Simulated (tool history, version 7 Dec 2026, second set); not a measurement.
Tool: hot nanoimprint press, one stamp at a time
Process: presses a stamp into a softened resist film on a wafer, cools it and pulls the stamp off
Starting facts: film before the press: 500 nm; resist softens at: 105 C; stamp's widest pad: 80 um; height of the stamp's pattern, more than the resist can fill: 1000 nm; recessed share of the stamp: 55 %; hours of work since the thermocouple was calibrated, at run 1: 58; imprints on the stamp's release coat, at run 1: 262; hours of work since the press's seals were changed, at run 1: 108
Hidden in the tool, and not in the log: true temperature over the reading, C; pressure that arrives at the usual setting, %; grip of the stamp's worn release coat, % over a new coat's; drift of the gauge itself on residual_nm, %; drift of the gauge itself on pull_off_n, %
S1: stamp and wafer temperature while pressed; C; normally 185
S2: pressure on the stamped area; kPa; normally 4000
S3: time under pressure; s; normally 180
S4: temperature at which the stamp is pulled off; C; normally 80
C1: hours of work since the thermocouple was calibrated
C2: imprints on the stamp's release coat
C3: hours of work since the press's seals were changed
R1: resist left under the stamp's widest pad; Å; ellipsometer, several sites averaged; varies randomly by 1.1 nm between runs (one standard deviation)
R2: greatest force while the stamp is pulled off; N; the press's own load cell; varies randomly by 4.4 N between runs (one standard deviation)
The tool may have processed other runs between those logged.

Run 1, hour 0: usual settings; C1 58; C2 262; C3 108. Result: R1 3010 Å, R2 237 N.
Run 2, hour 5.8: usual settings; C1 61; C2 278; C3 111. Result: R1 2999 Å, R2 233 N.
Run 3, hour 10.8: usual settings; C1 63; C2 292; C3 113. Result: R1 3010 Å, R2 242 N.
Run 4, hour 15.4: usual settings but S4 81 C; C1 66; C2 304; C3 116. Result: R1 2988 Å, R2 230 N.
Run 5, hour 20.8: usual settings but S4 81 C; C1 68; C2 319; C3 118. Result: R1 2991 Å, R2 233 N.
Run 6, hour 29.1: usual settings but S4 81 C; C1 73; C2 342; C3 123. Result: R1 2983 Å, R2 246 N.
Run 7, hour 38: usual settings but S2 4840 kPa, S4 81 C; C1 77; C2 366; C3 127. Result: R1 2802 Å, R2 235 N.
Run 8, hour 47.7: usual settings but S2 4840 kPa, S4 81 C; C1 82; C2 393; C3 132. Result: R1 2786 Å, R2 237 N.
Run 9, hour 57.3: usual settings but S2 4840 kPa, S4 81 C; C1 87; C2 419; C3 137. Result: R1 2796 Å, R2 249 N.
At hour 61: plate thermocouple calibrated.
Run 10, hour 68.8: usual settings; C1 4; C2 442; C3 141. Result: R1 3003 Å, R2 244 N.
Run 11, hour 76.2: usual settings; C1 8; C2 462; C3 145. Result: R1 3023 Å, R2 248 N.
Run 12, hour 85.2: usual settings; C1 12; C2 487; C3 149. Result: R1 3012 Å, R2 246 N.
Run 13, hour 93.4: usual settings; C1 16; C2 509; C3 154. Result: R1 3030 Å, R2 259 N.
Run 14, hour 101.7: usual settings; C1 21; C2 532; C3 158. Result: R1 3029 Å, R2 265 N.
Run 15, hour 109.5: usual settings but S4 77 C; C1 24; C2 553; C3 162. Result: R1 3011 Å, R2 259 N.
Run 16, hour 115.9: usual settings but S1 189 C, S2 5240 kPa, S3 144 s, S4 85 C; C1 28; C2 571; C3 165. Result: R1 2607 Å, R2 251 N.
At hour 120.1: plate thermocouple calibrated, once more.
Run 17, hour 127.8: usual settings but S1 176 C, S2 5240 kPa, S3 232 s, S4 79 C; C1 4; C2 595; C3 169. Result: R1 3273 Å, R2 260 N.
Run 18, hour 136.8: usual settings but S4 83 C; C1 8; C2 620; C3 174. Result: R1 3010 Å, R2 254 N.
Run 19, hour 145.1: usual settings but S3 294 s; C1 13; C2 643; C3 178. Result: R1 2564 Å, R2 265 N.
Run 20, hour 154: usual settings but S3 233 s, S4 74 C; C1 17; C2 667; C3 183. Result: R1 2781 Å, R2 279 N.
Run 21, hour 163.2: usual settings but S3 233 s, S4 67 C; C1 22; C2 692; C3 187. Result: R1 2759 Å, R2 311 N.
Run 22, hour 171.4: usual settings but S3 233 s, S4 67 C; C1 26; C2 715; C3 191. Result: R1 2768 Å, R2 305 N.
Run 23, hour 181.4: usual settings but S3 233 s, S4 67 C; C1 31; C2 742; C3 197. Result: R1 2763 Å, R2 307 N.
Run 24, hour 190.6: usual settings but S1 188 C, S4 75 C; C1 36; C2 767; C3 201. Result: R1 2761 Å, R2 292 N.
Run 25, hour 198.7: usual settings but S1 188 C, S2 4400 kPa, S3 90 s, S4 74 C; C1 40; C2 789; C3 205. Result: R1 3297 Å, R2 294 N.
Run 26, hour 203: usual settings but S1 196 C, S2 2820 kPa, S4 75 C; C1 42; C2 801; C3 207. Result: R1 2515 Å, R2 281 N.
Run 27, hour 208.6: usual settings but S1 188 C, S2 4160 kPa; C1 45; C2 816; C3 210. Result: R1 2715 Å, R2 271 N.
Run 28, hour 214.9: usual settings but S1 187 C, S2 3640 kPa, S4 67 C; C1 48; C2 834; C3 214. Result: R1 2943 Å, R2 314 N.
Run 29, hour 224.5: usual settings but S1 197 C, S2 3640 kPa, S3 98 s, S4 69 C; C1 53; C2 860; C3 218. Result: R1 2732 Å, R2 312 N.

Each row is a separate what-if for the run after 29, all from the same tool condition, not one after another. Results?
Run A, hour 231: usual settings but S3 112 s, S4 88 C; C1 56; C2 878; C3 222. Result: R1 ?, R2 ?.
Run B, hour 231: usual settings but S1 187 C, S2 3450 kPa, S3 210 s, S4 69 C; C1 56; C2 878; C3 222. Result: R1 ?, R2 ?.
Run C, hour 231: usual settings but S2 4560 kPa, S4 82 C; C1 56; C2 878; C3 222. Result: R1 ?, R2 ?.
Run D, hour 231: usual settings but S1 183 C; C1 56; C2 878; C3 222. Result: R1 ?, R2 ?.
Run E, hour 231: usual settings but S2 6160 kPa; C1 56; C2 878; C3 222. Result: R1 ?, R2 ?.

run    R1   R2
  A  3441  261
  B  2864  326
  C  2880  274
  D  3179  288
  E  2546  286
Stripped of hidden state, with their random variation kept, the same runs would have yielded:
run    R1   R2
  A  3409  197
  B  2831  246
  C  2845  206
  D  3144  217
  E  2508  216

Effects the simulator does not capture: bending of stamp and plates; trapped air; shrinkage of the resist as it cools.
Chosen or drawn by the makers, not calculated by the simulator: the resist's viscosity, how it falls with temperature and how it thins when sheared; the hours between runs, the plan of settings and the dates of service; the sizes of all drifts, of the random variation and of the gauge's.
